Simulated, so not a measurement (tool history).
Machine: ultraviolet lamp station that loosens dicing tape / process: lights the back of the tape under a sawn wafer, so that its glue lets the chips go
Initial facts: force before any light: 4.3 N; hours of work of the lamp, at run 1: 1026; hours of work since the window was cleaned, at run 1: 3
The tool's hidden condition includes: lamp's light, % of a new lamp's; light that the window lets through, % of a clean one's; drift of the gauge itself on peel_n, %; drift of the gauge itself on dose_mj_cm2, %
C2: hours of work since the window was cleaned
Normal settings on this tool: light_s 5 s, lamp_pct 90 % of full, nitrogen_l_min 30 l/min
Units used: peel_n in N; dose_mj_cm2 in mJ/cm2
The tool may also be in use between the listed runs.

{"run": 1, "day": 0.0, "light_s": 5, "lamp_pct": 90, "nitrogen_l_min": 30, "hours of work of the lamp": 1026, "C2": 3, "peel_n": 0.732, "dose_mj_cm2": 494}
{"day": 1.1, "done": "lamp changed"}
{"run": 2, "day": 1.162, "light_s": 5, "lamp_pct": 90, "nitrogen_l_min": 30, "hours of work of the lamp": 1, "C2": 22, "peel_n": 0.518, "dose_mj_cm2": 621}
{"run": 3, "day": 2.242, "light_s": 6, "lamp_pct": 90, "nitrogen_l_min": 30, "hours of work of the lamp": 19, "C2": 40, "peel_n": 0.41, "dose_mj_cm2": 744}
{"run": 4, "day": 3.446, "light_s": 6, "lamp_pct": 90, "nitrogen_l_min": 30, "hours of work of the lamp": 39, "C2": 60, "peel_n": 0.396, "dose_mj_cm2": 739}
{"run": 5, "day": 4.467, "light_s": 5, "lamp_pct": 90, "nitrogen_l_min": 30, "hours of work of the lamp": 56, "C2": 77, "peel_n": 0.526, "dose_mj_cm2": 611}
{"run": 6, "day": 5.667, "light_s": 5, "lamp_pct": 90, "nitrogen_l_min": 30, "hours of work of the lamp": 76, "C2": 97, "peel_n": 0.528, "dose_mj_cm2": 603}
{"run": 7, "day": 7.092, "light_s": 5, "lamp_pct": 90, "nitrogen_l_min": 30, "hours of work of the lamp": 99, "C2": 120, "peel_n": 0.536, "dose_mj_cm2": 592}
{"run": 8, "day": 8.367, "light_s": 5, "lamp_pct": 90, "nitrogen_l_min": 30, "hours of work of the lamp": 120, "C2": 141, "peel_n": 0.547, "dose_mj_cm2": 593}

Expected results for the next run?
{"run": 9, "day": 9.688, "light_s": 5, "lamp_pct": 90, "nitrogen_l_min": 30, "hours of work of the lamp": 142, "C2": 163, "peel_n": "?", "dose_mj_cm2": "?"}

{"run 9": {"peel_n": 0.555, "dose_mj_cm2": 591}}
On a tool with no hidden condition, and with the same random variation, this run would have come out at peel_n 0.497 N, dose_mj_cm2 638 mJ/cm2.
